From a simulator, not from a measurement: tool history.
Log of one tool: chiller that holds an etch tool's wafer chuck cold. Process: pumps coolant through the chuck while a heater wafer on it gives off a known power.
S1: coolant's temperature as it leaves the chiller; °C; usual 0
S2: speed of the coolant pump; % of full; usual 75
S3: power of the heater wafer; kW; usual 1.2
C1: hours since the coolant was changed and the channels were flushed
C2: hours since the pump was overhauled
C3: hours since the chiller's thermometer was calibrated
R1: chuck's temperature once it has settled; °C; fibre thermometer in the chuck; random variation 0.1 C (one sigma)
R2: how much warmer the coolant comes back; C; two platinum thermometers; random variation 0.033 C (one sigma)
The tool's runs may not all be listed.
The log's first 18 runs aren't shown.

{"run": 19, "hour": 1716.5, "S1": 4, "S2": 99, "S3": 1.2, "C1": 3296, "C2": 4660, "C3": 1523, "R1": 13, "R2": 3.5}
{"run": 20, "hour": 1801.8, "S1": 4, "S2": 99, "S3": 0.919, "C1": 3381, "C2": 4746, "C3": 1608, "R1": 10.7, "R2": 2.72}
{"run": 21, "hour": 1868.6, "S1": 9, "S2": 75, "S3": 1.2, "C1": 3448, "C2": 4812, "C3": 1675, "R1": 20, "R2": 4.62}
{"run": 22, "hour": 1986.3, "S1": -2, "S2": 62, "S3": 0.808, "C1": 3565, "C2": 4930, "C3": 1793, "R1": 6.6, "R2": 3.76}
{"run": 23, "hour": 2072.3, "S1": -2, "S2": 62, "S3": 0.808, "C1": 3652, "C2": 5016, "C3": 1879, "R1": 6.5, "R2": 3.68}
{"run": 24, "hour": 2204.8, "S1": -2, "S2": 75, "S3": 1.799, "C1": 3784, "C2": 5149, "C3": 2011, "R1": 14.5, "R2": 6.91}
{"run": 25, "hour": 2277.7, "S1": -2, "S2": 75, "S3": 1.799, "C1": 3857, "C2": 5222, "C3": 2084, "R1": 14.6, "R2": 6.97}
{"run": 26, "hour": 2343.0, "S1": -2, "S2": 82, "S3": 1.471, "C1": 3922, "C2": 5287, "C3": 2149, "R1": 10.9, "R2": 5.13}
{"hour": 2349.6, "done": "chiller's thermometer calibrated"}
{"run": 27, "hour": 2437.3, "S1": -5, "S2": 66, "S3": 0.853, "C1": 4015, "C2": 5380, "C3": 88, "R1": 3.5, "R2": 3.72}
{"run": 28, "hour": 2503.6, "S1": 6, "S2": 88, "S3": 0.884, "C1": 4082, "C2": 5447, "C3": 154, "R1": 13.1, "R2": 2.91}
{"run": 29, "hour": 2633.8, "S1": 6, "S2": 88, "S3": 0.884, "C1": 4212, "C2": 5577, "C3": 284, "R1": 13.2, "R2": 2.93}
{"run": 30, "hour": 2698.8, "S1": 6, "S2": 88, "S3": 0.884, "C1": 4277, "C2": 5642, "C3": 349, "R1": 13.1, "R2": 2.95}

5 ways to go on from here, each from the tool as it stands after run 30. What would each give?
{"run": "A", "hour": 2810.2, "S1": 0, "S2": 75, "S3": 1.74, "C1": 4388, "C2": 5753, "C3": 461, "R1": "?", "R2": "?"}
{"run": "B", "hour": 2810.2, "S1": 10, "S2": 73, "S3": 1.065, "C1": 4388, "C2": 5753, "C3": 461, "R1": "?", "R2": "?"}
{"run": "C", "hour": 2810.2, "S1": 2, "S2": 77, "S3": 1.296, "C1": 4388, "C2": 5753, "C3": 461, "R1": "?", "R2": "?"}
{"run": "D", "hour": 2810.2, "S1": -3, "S2": 92, "S3": 1.341, "C1": 4388, "C2": 5753, "C3": 461, "R1": "?", "R2": "?"}
{"run": "E", "hour": 2810.2, "S1": 2, "S2": 88, "S3": 1.226, "C1": 4388, "C2": 5753, "C3": 461, "R1": "?", "R2": "?"}

run=A R1=15.9 R2=6.77
run=B R1=20.1 R2=4.27
run=C R1=13.7 R2=4.93
run=D R1=7.7 R2=4.2
run=E R1=12.1 R2=4.05
Without the tool's hidden state the same runs would have given:
run=A R1=13.3 R2=6.12
run=B R1=18.5 R2=3.86
run=C R1=11.8 R2=4.46
run=D R1=5.9 R2=3.79
run=E R1=10.5 R2=3.66
